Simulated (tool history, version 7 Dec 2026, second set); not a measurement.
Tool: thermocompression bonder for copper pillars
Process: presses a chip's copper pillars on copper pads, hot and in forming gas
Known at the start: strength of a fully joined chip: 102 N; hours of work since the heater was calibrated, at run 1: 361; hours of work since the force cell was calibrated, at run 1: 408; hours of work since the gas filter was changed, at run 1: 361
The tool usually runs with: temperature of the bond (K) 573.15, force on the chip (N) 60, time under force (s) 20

run,day,temperature of the bond (K),force on the chip (N),time under force (s),hours of work since the heater was calibrated,hours of work since the force cell was calibrated,hours of work since the gas filter was changed,force that shears a chip off (N)
1,0.000,573.15,60,20,361,408,361,53.5
2,1.417,573.15,60,20,378,425,378,53.5
3,2.933,573.15,60,20,396,443,396,52.1
4,4.362,581.15,60,20,413,460,413,59.5
5,6.092,581.15,60,20,434,481,434,58.1
6,9.017,581.15,60,20,469,516,469,58.8
# day 10.483: forming gas filter changed
7,11.821,581.15,60,20,502,549,16,59.1
8,14.458,573.15,60,20,534,581,48,49.9
9,16.092,573.15,60,39,554,600,67,65.9
10,18.817,573.15,60,20,586,633,100,53.3
11,20.067,573.15,60,20,601,648,115,54.4
12,22.996,586.15,42,11,636,683,150,40.0
13,25.421,586.15,42,11,665,712,179,39.8
# day 26.942: force cell calibrated
14,27.929,586.15,42,13,695,12,208,42.8

The next listed run, before its measurement:
15,29.608,582.15,39,22,715,32,228,?

Run 15 gave force that shears a chip off (N) 46.3.
Had the tool carried no hidden state, the very same run would have given force that shears a chip off (N) 46.4.

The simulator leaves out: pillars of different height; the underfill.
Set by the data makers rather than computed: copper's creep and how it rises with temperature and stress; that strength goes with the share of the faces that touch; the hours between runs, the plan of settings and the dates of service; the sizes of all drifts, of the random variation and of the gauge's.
